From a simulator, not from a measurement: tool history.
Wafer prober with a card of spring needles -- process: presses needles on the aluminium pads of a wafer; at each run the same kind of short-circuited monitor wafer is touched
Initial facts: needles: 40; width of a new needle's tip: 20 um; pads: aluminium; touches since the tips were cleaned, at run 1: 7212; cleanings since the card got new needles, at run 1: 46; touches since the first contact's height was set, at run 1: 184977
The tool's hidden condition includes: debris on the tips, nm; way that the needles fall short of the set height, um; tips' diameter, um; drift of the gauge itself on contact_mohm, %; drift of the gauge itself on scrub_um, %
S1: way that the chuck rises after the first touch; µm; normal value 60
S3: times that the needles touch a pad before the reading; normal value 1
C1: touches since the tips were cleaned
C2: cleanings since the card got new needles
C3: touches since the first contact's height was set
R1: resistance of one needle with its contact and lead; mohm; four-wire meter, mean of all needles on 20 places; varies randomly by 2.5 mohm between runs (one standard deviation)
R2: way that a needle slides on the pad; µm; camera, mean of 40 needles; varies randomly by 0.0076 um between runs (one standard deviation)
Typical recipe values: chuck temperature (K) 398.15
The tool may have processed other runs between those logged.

{"run": 1, "day": 0.0, "S1": 60, "chuck temperature (K)": 398.15, "S3": 1, "C1": 7212, "C2": 46, "C3": 184977, "R1": 287, "R2": 10.191}
{"day": 0.088, "done": "tips cleaned on abrasive film"}
{"day": 0.992, "done": "tips cleaned on abrasive film"}
{"run": 2, "day": 1.125, "S1": 41, "chuck temperature (K)": 398.15, "S3": 1, "C1": 1347, "C2": 48, "C3": 196344, "R1": 301, "R2": 6.956}
{"day": 1.875, "done": "tips cleaned on abrasive film"}
{"day": 2.633, "done": "tips cleaned on abrasive film"}
{"run": 3, "day": 2.804, "S1": 41, "chuck temperature (K)": 398.15, "S3": 1, "C1": 1745, "C2": 50, "C3": 213419, "R1": 294, "R2": 6.956}
{"day": 3.45, "done": "tips cleaned on abrasive film"}
{"day": 3.779, "done": "height of the first contact set anew"}
{"day": 4.242, "done": "tips cleaned on abrasive film"}
{"run": 4, "day": 4.421, "S1": 41, "chuck temperature (K)": 398.15, "S3": 1, "C1": 1814, "C2": 52, "C3": 6498, "R1": 292, "R2": 6.962}
{"day": 5.112, "done": "tips cleaned on abrasive film"}
{"run": 5, "day": 5.367, "S1": 41, "chuck temperature (K)": 398.15, "S3": 1, "C1": 2597, "C2": 53, "C3": 16108, "R1": 293, "R2": 6.966}
{"day": 5.908, "done": "tips cleaned on abrasive film"}
{"run": 6, "day": 6.633, "S1": 41, "chuck temperature (K)": 398.15, "S3": 1, "C1": 7381, "C2": 54, "C3": 28978, "R1": 296, "R2": 6.969}
{"day": 6.788, "done": "tips cleaned on abrasive film"}
{"day": 7.588, "done": "tips cleaned on abrasive film"}
{"run": 7, "day": 8.188, "S1": 41, "chuck temperature (K)": 398.15, "S3": 1, "C1": 6118, "C2": 56, "C3": 44753, "R1": 299, "R2": 6.972}
{"day": 8.354, "done": "tips cleaned on abrasive film"}
{"day": 9.121, "done": "tips cleaned on abrasive film"}
{"run": 8, "day": 9.121, "S1": 44, "chuck temperature (K)": 371.15, "S3": 2, "C1": 0, "C2": 58, "C3": 54157, "R1": 284, "R2": 7.487}
{"day": 9.996, "done": "tips cleaned on abrasive film"}
{"run": 9, "day": 10.346, "S1": 44, "chuck temperature (K)": 339.15, "S3": 1, "C1": 3552, "C2": 59, "C3": 66625, "R1": 278, "R2": 7.502}
{"day": 10.788, "done": "tips cleaned on abrasive film"}
{"day": 11.612, "done": "tips cleaned on abrasive film"}
{"run": 10, "day": 12.029, "S1": 44, "chuck temperature (K)": 339.15, "S3": 1, "C1": 4282, "C2": 61, "C3": 83722, "R1": 273, "R2": 7.498}

Forecast each of these 5 alternatives for the next run:
{"day": 12.454, "done": "tips cleaned on abrasive film"}
{"day": 13.317, "done": "tips cleaned on abrasive film"}
{"run": "A", "day": 13.492, "S1": 61, "chuck temperature (K)": 302.15, "S3": 1, "C1": 1761, "C2": 63, "C3": 98515, "R1": "?", "R2": "?"}
{"day": 12.454, "done": "tips cleaned on abrasive film"}
{"day": 13.317, "done": "tips cleaned on abrasive film"}
{"run": "B", "day": 13.492, "S1": 44, "chuck temperature (K)": 339.15, "S3": 1, "C1": 1761, "C2": 63, "C3": 98515, "R1": "?", "R2": "?"}
{"day": 12.454, "done": "tips cleaned on abrasive film"}
{"day": 13.317, "done": "tips cleaned on abrasive film"}
{"run": "C", "day": 13.492, "S1": 55, "chuck temperature (K)": 339.15, "S3": 1, "C1": 1761, "C2": 63, "C3": 98515, "R1": "?", "R2": "?"}
{"day": 12.454, "done": "tips cleaned on abrasive film"}
{"day": 13.317, "done": "tips cleaned on abrasive film"}
{"run": "D", "day": 13.492, "S1": 44, "chuck temperature (K)": 339.15, "S3": 1, "C1": 1761, "C2": 63, "C3": 98515, "R1": "?", "R2": "?"}
{"day": 12.454, "done": "tips cleaned on abrasive film"}
{"day": 13.317, "done": "tips cleaned on abrasive film"}
{"run": "E", "day": 13.492, "S1": 77, "chuck temperature (K)": 334.15, "S3": 1, "C1": 1761, "C2": 63, "C3": 98515, "R1": "?", "R2": "?"}

run=A R1=258 R2=10.402
run=B R1=279 R2=7.501
run=C R1=265 R2=9.376
run=D R1=275 R2=7.504
run=E R1=259 R2=13.118
Without the tool's hidden state the same runs would have given:
run=A R1=258 R2=10.352
run=B R1=278 R2=7.464
run=C R1=264 R2=9.331
run=D R1=274 R2=7.468
run=E R1=259 R2=13.054
